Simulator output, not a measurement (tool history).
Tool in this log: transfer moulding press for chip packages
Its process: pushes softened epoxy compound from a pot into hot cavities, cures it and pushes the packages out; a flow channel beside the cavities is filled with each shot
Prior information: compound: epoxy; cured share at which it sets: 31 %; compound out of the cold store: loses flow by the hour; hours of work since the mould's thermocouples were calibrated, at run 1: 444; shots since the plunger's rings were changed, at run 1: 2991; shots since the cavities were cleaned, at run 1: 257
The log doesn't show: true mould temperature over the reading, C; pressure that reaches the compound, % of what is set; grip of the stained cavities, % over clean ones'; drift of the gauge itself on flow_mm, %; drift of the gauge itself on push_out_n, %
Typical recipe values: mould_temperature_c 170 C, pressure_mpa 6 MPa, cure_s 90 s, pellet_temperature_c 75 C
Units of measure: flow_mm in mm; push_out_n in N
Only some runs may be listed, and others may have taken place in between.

run,hour,mould_temperature_c,pressure_mpa,cure_s,pellet_temperature_c,hours of work since the mould's thermocouples were calibrated,shots since the plunger's rings were changed,shots since the cavities were cleaned,incoming compound's hours out of the cold store,flow_mm,push_out_n
1,0,170,6,90,75,444,2991,257,12.6,857,603
# hour 6.1: plunger's sealing rings changed
# hour 41.3: cavities cleaned with cleaning compound and waxed
2,41.3,170,6,90,69,473,480,0,43,772,405
3,82.9,170,6,90,69,505,1070,590,11.3,876,742
# hour 98.3: cavities cleaned with cleaning compound and waxed
# hour 110.4: mould's thermocouples calibrated
4,127.1,170,6,90,67,13,1648,380,21.3,835,675
# hour 157.7: cavities cleaned with cleaning compound and waxed
5,172.9,170,6,84,75,47,2277,215,47.4,746,638
# hour 216.4: cavities cleaned with cleaning compound and waxed
6,221.8,170,6,84,75,83,2951,77,16.9,841,583
# hour 231.1: plunger's sealing rings changed
7,253.7,170,6,84,75,105,321,494,31.1,813,813
# hour 278.4: cavities cleaned with cleaning compound and waxed
8,291.3,170,6,84,75,133,833,182,15.2,869,650
9,331.4,170,6,84,75,163,1403,752,46.4,754,835
# hour 337.9: cavities cleaned with cleaning compound and waxed
10,359.8,165,5.15,90,75,184,1786,311,43.9,712,821
11,381.8,170,4.9,90,69,201,2098,623,23.1,743,731
# hour 395.2: cavities cleaned with cleaning compound and waxed
12,422,169,6.81,77,79,230,2648,382,8.8,935,1031
# hour 454.7: plunger's sealing rings changed
# hour 456.2: cavities cleaned with cleaning compound and waxed
13,471.4,172,5.91,75,68,265,215,215,11.1,881,788
14,506.5,172,5.91,75,68,292,713,713,20.5,840,1018

Alternative continuations, all from the tool just after run 14; predict every row:
# hour 516.1: cavities cleaned with cleaning compound and waxed
A,557.3,170,6.54,90,81,329,1414,585,19.8,?,?
# hour 516.1: cavities cleaned with cleaning compound and waxed
B,557.3,170,6,90,75,329,1414,585,43.9,?,?
# hour 516.1: cavities cleaned with cleaning compound and waxed
C,557.3,175,6,127,75,329,1414,585,20.5,?,?
# hour 516.1: cavities cleaned with cleaning compound and waxed
D,557.3,172,5.91,82,70,329,1414,585,16.5,?,?

run,flow_mm,push_out_n
A,884,689
B,767,675
C,835,496
D,854,784
With no hidden state in the tool, these same runs would have given:
run,flow_mm,push_out_n
A,898,427
B,779,418
C,848,303
D,867,493

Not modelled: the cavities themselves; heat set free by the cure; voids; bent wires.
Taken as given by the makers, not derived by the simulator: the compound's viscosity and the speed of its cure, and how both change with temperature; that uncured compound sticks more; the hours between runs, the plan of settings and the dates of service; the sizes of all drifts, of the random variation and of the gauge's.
